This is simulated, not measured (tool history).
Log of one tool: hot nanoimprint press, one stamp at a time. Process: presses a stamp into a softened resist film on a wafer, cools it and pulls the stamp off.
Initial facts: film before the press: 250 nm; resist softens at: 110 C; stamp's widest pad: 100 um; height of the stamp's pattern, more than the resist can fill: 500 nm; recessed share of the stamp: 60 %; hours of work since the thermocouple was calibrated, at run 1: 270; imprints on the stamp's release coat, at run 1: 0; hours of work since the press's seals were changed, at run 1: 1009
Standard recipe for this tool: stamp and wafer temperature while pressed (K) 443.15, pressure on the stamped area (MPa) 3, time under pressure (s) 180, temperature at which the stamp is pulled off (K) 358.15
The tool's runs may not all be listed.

run,hour,stamp and wafer temperature while pressed (K),pressure on the stamped area (MPa),time under pressure (s),temperature at which the stamp is pulled off (K),hours of work since the thermocouple was calibrated,imprints on the stamp's release coat,hours of work since the press's seals were changed,resist left under the stamp's widest pad (Å),greatest force while the stamp is pulled off (N)
1,0,443.15,3,180,358.15,270,0,1009,1233,145
2,32.3,443.15,3,180,358.15,290,128,1029,1228,150
3,77.3,443.15,3,180,358.15,318,307,1057,1234,157
4,119.2,443.15,3,180,358.15,343,474,1083,1245,154
5,139.8,443.15,3,180,358.15,356,556,1096,1256,157
6,173.2,443.15,3,180,358.15,377,689,1116,1260,168
# hour 215.2: stamp cleaned and given a new release coat
7,217.4,443.15,3,180,358.15,401,9,1140,1247,146
# hour 246.2: press's hydraulic seals changed and the load cell set to zero
8,246.2,443.15,3,180,358.15,414,91,0,1193,148
9,284.3,443.15,3,180,358.15,437,243,24,1209,155
10,324.9,443.15,3,180,358.15,462,404,49,1201,156
# hour 334.1: plate thermocouple calibrated
11,349.4,443.15,3,180,358.15,10,490,62,1176,159
12,386.9,443.15,3,180,358.15,33,639,85,1184,157
13,429.4,443.15,3,180,358.15,59,808,112,1172,172
# hour 443.8: stamp cleaned and given a new release coat
14,483.7,443.15,3,180,358.15,89,159,142,1178,152
15,511.5,443.15,3,180,358.15,106,270,159,1184,151
16,547.6,443.15,3,180,358.15,129,413,181,1185,157
17,582.4,443.15,3,180,358.15,150,552,203,1188,155
18,606,443.15,3,180,358.15,165,646,217,1195,165
19,638.7,443.15,3,190,346.15,185,776,238,1178,176
# hour 659.4: stamp cleaned and given a new release coat
20,691.8,443.15,3,190,346.15,214,129,267,1175,167
21,740.1,442.15,2.76,181,360.15,244,321,297,1289,149
22,774.3,443.15,2.62,180,347.15,265,457,318,1298,172
23,799.2,443.15,3,309,358.15,281,556,334,1015,166
24,827,443.15,3,326,358.15,298,667,351,981,163
# hour 875.5: stamp cleaned and given a new release coat
25,875.7,431.15,2.66,139,364.15,325,0,377,1948,146
26,923.7,431.15,2.39,139,355.15,354,191,407,2027,155
27,951.8,431.15,2.39,139,355.15,372,303,424,2006,159
28,984.7,452.15,3.28,124,362.15,392,434,445,983,153
29,1010.1,443.15,4.17,220,349.15,408,535,461,984,164

5 ways to go on from here, each from the tool as it stands after run 29. What would each give?
A,1055.9,443.15,3.59,147,363.15,436,717,489,?,?
B,1055.9,447.15,4.17,220,349.15,436,717,489,?,?
C,1055.9,443.15,2.23,180,358.15,436,717,489,?,?
D,1055.9,443.15,2.1,171,345.15,436,717,489,?,?
E,1055.9,443.15,3.58,133,358.15,436,717,489,?,?

run,resist left under the stamp's widest pad (Å),greatest force while the stamp is pulled off (N)
A,1211,163
B,855,169
C,1407,164
D,1495,173
E,1272,165
Stripped of hidden state, with their random variation kept, the same runs would have yielded:
run,resist left under the stamp's widest pad (Å),greatest force while the stamp is pulled off (N)
A,1137,144
B,795,150
C,1341,145
D,1428,153
E,1195,146
